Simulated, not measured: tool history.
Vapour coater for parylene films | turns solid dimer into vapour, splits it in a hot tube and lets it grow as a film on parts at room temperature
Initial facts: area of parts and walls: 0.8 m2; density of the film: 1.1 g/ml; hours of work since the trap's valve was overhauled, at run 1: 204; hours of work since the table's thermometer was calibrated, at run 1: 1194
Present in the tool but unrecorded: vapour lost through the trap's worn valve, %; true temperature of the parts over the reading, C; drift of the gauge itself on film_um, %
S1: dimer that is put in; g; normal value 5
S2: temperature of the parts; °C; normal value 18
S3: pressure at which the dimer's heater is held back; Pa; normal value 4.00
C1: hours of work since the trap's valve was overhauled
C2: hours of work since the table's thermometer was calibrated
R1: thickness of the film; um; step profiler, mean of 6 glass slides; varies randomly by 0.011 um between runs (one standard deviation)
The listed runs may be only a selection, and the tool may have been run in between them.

Run 1, day 0.000: usual settings; C1 204; C2 1194. Result: R1 2.68 um.
Run 2, day 3.033: usual settings; C1 246; C2 1236. Result: R1 2.67 um.
Run 3, day 4.367: usual settings; C1 264; C2 1255. Result: R1 2.64 um.
Run 4, day 7.408: usual settings; C1 306; C2 1297. Result: R1 2.65 um.
Run 5, day 9.121: usual settings; C1 330; C2 1320. Result: R1 2.63 um.
Run 6, day 11.525: usual settings but S2 11 °C; C1 363; C2 1354. Result: R1 3.29 um.
At day 12.879: trap's valve overhauled.
Run 7, day 14.671: usual settings but S2 11 °C; C1 25; C2 1395. Result: R1 3.47 um.
Run 8, day 16.946: usual settings; C1 56; C2 1426. Result: R1 2.75 um.
Run 9, day 18.900: usual settings but S1 8 g, S3 9.20 Pa; C1 83; C2 1453. Result: R1 3.79 um.
Run 10, day 21.488: usual settings but S1 8 g, S3 9.20 Pa; C1 119; C2 1489. Result: R1 3.78 um.
Run 11, day 23.571: usual settings but S1 4 g, S2 10 °C, S3 7.23 Pa; C1 148; C2 1518. Result: R1 2.55 um.
Run 12, day 25.229: usual settings but S1 4 g, S2 10 °C, S3 4.49 Pa; C1 171; C2 1541. Result: R1 2.77 um.
Run 13, day 28.162: usual settings but S1 2 g, S2 10 °C, S3 5.81 Pa; C1 211; C2 1582. Result: R1 1.31 um.
Run 14, day 29.842: usual settings but S1 2 g, S2 10 °C, S3 5.81 Pa; C1 235; C2 1605. Result: R1 1.30 um.
Run 15, day 31.104: usual settings but S3 7.77 Pa; C1 252; C2 1622. Result: R1 2.40 um.

Consider 3 possible next runs. They are alternatives, not a sequence: every one starts from the tool as it was left by run 15. What does each give?
Run A, day 33.146: usual settings but S1 6 g, S2 13 °C, S3 2.17 Pa; C1 280; C2 1650. Result: R1 ?.
Run B, day 33.146: usual settings but S1 8 g, S2 17 °C, S3 7.77 Pa; C1 280; C2 1650. Result: R1 ?.
Run C, day 33.146: usual settings but S1 2 g, S3 2.77 Pa; C1 280; C2 1650. Result: R1 ?.

run    R1
  A  4.18
  B  3.94
  C  1.15
With no hidden state in the tool, these same runs would have given:
run    R1
  A  4.32
  B  4.06
  C  1.19
